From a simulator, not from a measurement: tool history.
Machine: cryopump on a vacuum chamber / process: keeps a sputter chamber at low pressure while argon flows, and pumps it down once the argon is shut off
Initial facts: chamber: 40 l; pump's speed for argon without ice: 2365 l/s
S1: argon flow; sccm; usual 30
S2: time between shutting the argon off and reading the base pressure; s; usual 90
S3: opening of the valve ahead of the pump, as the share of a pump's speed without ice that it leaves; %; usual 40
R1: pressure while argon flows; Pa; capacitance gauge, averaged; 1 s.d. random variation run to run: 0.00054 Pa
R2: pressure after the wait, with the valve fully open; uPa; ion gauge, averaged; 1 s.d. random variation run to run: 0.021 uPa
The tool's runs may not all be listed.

{"run": 1, "hour": 0.0, "S1": 30, "S2": 90, "S3": 40, "R1": 0.0563, "R2": 0.66}
{"run": 2, "hour": 11.0, "S1": 30, "S2": 90, "S3": 40, "R1": 0.0572, "R2": 0.65}
{"run": 3, "hour": 21.5, "S1": 30, "S2": 90, "S3": 40, "R1": 0.0571, "R2": 0.67}
{"run": 4, "hour": 29.9, "S1": 30, "S2": 90, "S3": 40, "R1": 0.057, "R2": 0.66}
{"run": 5, "hour": 44.1, "S1": 25, "S2": 90, "S3": 40, "R1": 0.0474, "R2": 0.65}
{"run": 6, "hour": 53.6, "S1": 25, "S2": 90, "S3": 40, "R1": 0.0479, "R2": 0.71}
{"run": 7, "hour": 66.7, "S1": 25, "S2": 90, "S3": 40, "R1": 0.0481, "R2": 0.68}
{"run": 8, "hour": 82.4, "S1": 30, "S2": 90, "S3": 40, "R1": 0.0572, "R2": 0.71}
{"run": 9, "hour": 92.1, "S1": 30, "S2": 90, "S3": 40, "R1": 0.0592, "R2": 0.66}
{"run": 10, "hour": 109.1, "S1": 14, "S2": 90, "S3": 40, "R1": 0.0266, "R2": 0.69}
{"run": 11, "hour": 117.5, "S1": 14, "S2": 90, "S3": 40, "R1": 0.0275, "R2": 0.68}
{"run": 12, "hour": 134.2, "S1": 14, "S2": 90, "S3": 40, "R1": 0.0265, "R2": 0.69}
{"run": 13, "hour": 147.6, "S1": 14, "S2": 90, "S3": 40, "R1": 0.0278, "R2": 0.68}
{"run": 14, "hour": 161.5, "S1": 30, "S2": 90, "S3": 40, "R1": 0.0586, "R2": 0.68}
{"run": 15, "hour": 177.6, "S1": 30, "S2": 90, "S3": 40, "R1": 0.0586, "R2": 0.71}
{"run": 16, "hour": 186.8, "S1": 30, "S2": 280, "S3": 40, "R1": 0.059, "R2": 0.45}
{"run": 17, "hour": 194.2, "S1": 30, "S2": 280, "S3": 40, "R1": 0.0592, "R2": 0.49}
{"run": 18, "hour": 207.7, "S1": 47, "S2": 66, "S3": 23, "R1": 0.154, "R2": 0.83}
{"run": 19, "hour": 217.9, "S1": 47, "S2": 66, "S3": 23, "R1": 0.1549, "R2": 0.84}
{"run": 20, "hour": 225.4, "S1": 30, "S2": 57, "S3": 26, "R1": 0.0883, "R2": 0.88}
{"run": 21, "hour": 236.2, "S1": 35, "S2": 90, "S3": 53, "R1": 0.0543, "R2": 0.72}
{"run": 22, "hour": 243.2, "S1": 17, "S2": 90, "S3": 53, "R1": 0.0261, "R2": 0.71}
{"run": 23, "hour": 250.4, "S1": 55, "S2": 39, "S3": 16, "R1": 0.2571, "R2": 1.14}
{"run": 24, "hour": 263.3, "S1": 15, "S2": 47, "S3": 51, "R1": 0.0245, "R2": 1.06}
{"run": 25, "hour": 279.4, "S1": 15, "S2": 47, "S3": 51, "R1": 0.0248, "R2": 1.02}
{"run": 26, "hour": 291.2, "S1": 15, "S2": 47, "S3": 51, "R1": 0.0242, "R2": 1.02}
{"run": 27, "hour": 302.9, "S1": 15, "S2": 47, "S3": 51, "R1": 0.024, "R2": 1.03}

3 ways to go on from here, each from the tool as it stands after run 27. What would each give?
{"run": "A", "hour": 316.1, "S1": 14, "S2": 203, "S3": 17, "R1": "?", "R2": "?"}
{"run": "B", "hour": 316.1, "S1": 20, "S2": 56, "S3": 59, "R1": "?", "R2": "?"}
{"run": "C", "hour": 316.1, "S1": 15, "S2": 48, "S3": 37, "R1": "?", "R2": "?"}

run=A R1=0.0609 R2=0.58
run=B R1=0.0289 R2=0.94
run=C R1=0.0313 R2=1.01
What these runs would have given with no unlogged condition in the tool:
run=A R1=0.0578 R2=0.29
run=B R1=0.0246 R2=0.66
run=C R1=0.0280 R2=0.73
